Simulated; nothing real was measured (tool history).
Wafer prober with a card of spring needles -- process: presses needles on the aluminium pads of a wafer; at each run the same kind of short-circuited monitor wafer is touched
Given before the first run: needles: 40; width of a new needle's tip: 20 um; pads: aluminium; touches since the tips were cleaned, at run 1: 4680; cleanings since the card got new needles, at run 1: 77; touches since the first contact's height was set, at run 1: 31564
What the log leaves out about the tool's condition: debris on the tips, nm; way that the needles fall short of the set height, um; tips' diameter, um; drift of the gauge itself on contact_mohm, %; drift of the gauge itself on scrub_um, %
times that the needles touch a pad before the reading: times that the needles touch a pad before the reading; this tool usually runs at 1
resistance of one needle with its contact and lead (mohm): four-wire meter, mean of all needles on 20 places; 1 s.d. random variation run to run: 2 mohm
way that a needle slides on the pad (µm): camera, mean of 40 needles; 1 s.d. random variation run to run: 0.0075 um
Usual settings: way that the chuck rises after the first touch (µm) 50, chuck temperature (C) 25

run,hour,way that the chuck rises after the first touch (µm),chuck temperature (C),times that the needles touch a pad before the reading,touches since the tips were cleaned,cleanings since the card got new needles,touches since the first contact's height was set,resistance of one needle with its contact and lead (mohm),way that a needle slides on the pad (µm)
1,0,50,25,1,4680,77,31564,219,8.812
# hour 1.2: tips cleaned on abrasive film
# hour 13.5: tips cleaned on abrasive film
2,19.3,50,25,1,2697,79,40418,222,8.799
# hour 24.5: tips cleaned on abrasive film
# hour 35.3: tips cleaned on abrasive film
3,36.4,50,25,1,523,81,48298,218,8.789
# hour 46.1: tips cleaned on abrasive film
4,48.5,50,40,1,1128,82,53856,226,8.81
# hour 57.6: tips cleaned on abrasive film
# hour 68.9: tips cleaned on abrasive film
5,70.1,50,25,3,583,84,63794,219,8.788
# hour 81.2: tips cleaned on abrasive film
6,91.6,30,25,3,4838,85,73742,240,5.273
# hour 92.8: tips cleaned on abrasive film
# hour 95: height of the first contact set anew
# hour 104.3: tips cleaned on abrasive film
7,111.5,50,25,1,3319,87,7588,221,8.782
# hour 114.9: tips cleaned on abrasive film
# hour 127.5: tips cleaned on abrasive film
8,130.3,50,25,1,1296,89,16250,222,8.773
# hour 138.5: tips cleaned on abrasive film
9,141.3,50,25,1,1310,90,21306,221,8.776
# hour 150.6: tips cleaned on abrasive film
10,155.8,50,25,1,2416,91,27982,219,8.77
# hour 163: tips cleaned on abrasive film
11,172,44,47,2,4200,92,35467,227,7.729
# hour 175: tips cleaned on abrasive film
# hour 186.6: tips cleaned on abrasive film
12,195.5,44,47,2,4143,94,46282,234,7.71
# hour 197.6: tips cleaned on abrasive film
# hour 208.8: tips cleaned on abrasive film
13,214.2,44,47,2,2521,96,54877,231,7.724
# hour 220.6: tips cleaned on abrasive film
14,229.1,35,65,2,3954,97,61741,241,6.134
# hour 232: tips cleaned on abrasive film
# hour 244.3: tips cleaned on abrasive film
15,252.6,35,65,2,3860,99,72560,241,6.135
# hour 256.8: tips cleaned on abrasive film
# hour 258.9: height of the first contact set anew
# hour 267.8: tips cleaned on abrasive film
16,273.6,32,25,2,2719,101,6784,235,5.595
# hour 279.8: tips cleaned on abrasive film
# hour 291.4: tips cleaned on abrasive film
17,295.9,50,33,2,2077,103,17046,225,8.754
# hour 302.7: tips cleaned on abrasive film
# hour 314.3: tips cleaned on abrasive film
18,316,52,33,2,786,105,26283,223,9.099
# hour 325.3: tips cleaned on abrasive film
19,328,58,33,2,1278,106,31816,221,10.14
# hour 335.9: tips cleaned on abrasive film
# hour 347.7: tips cleaned on abrasive film
20,350,58,122,1,1100,108,41939,243,10.133

Predict each of these 4 candidate next runs independently; none follows another, all start after run 20:
# hour 359.8: tips cleaned on abrasive film
# hour 371.4: tips cleaned on abrasive film
A,372.7,38,58,1,615,110,52385,?,?
# hour 359.8: tips cleaned on abrasive film
# hour 371.4: tips cleaned on abrasive film
B,372.7,32,122,1,615,110,52385,?,?
# hour 359.8: tips cleaned on abrasive film
# hour 371.4: tips cleaned on abrasive film
C,372.7,50,46,1,615,110,52385,?,?
# hour 359.8: tips cleaned on abrasive film
# hour 371.4: tips cleaned on abrasive film
D,372.7,51,70,2,615,110,52385,?,?

run,resistance of one needle with its contact and lead (mohm),way that a needle slides on the pad (µm)
A,242,6.64
B,260,5.583
C,229,8.737
D,231,8.913
Take away the tool's hidden state, keep each run's random variation, and the runs would have read:
run,resistance of one needle with its contact and lead (mohm),way that a needle slides on the pad (µm)
A,242,6.694
B,260,5.628
C,229,8.807
D,231,8.985
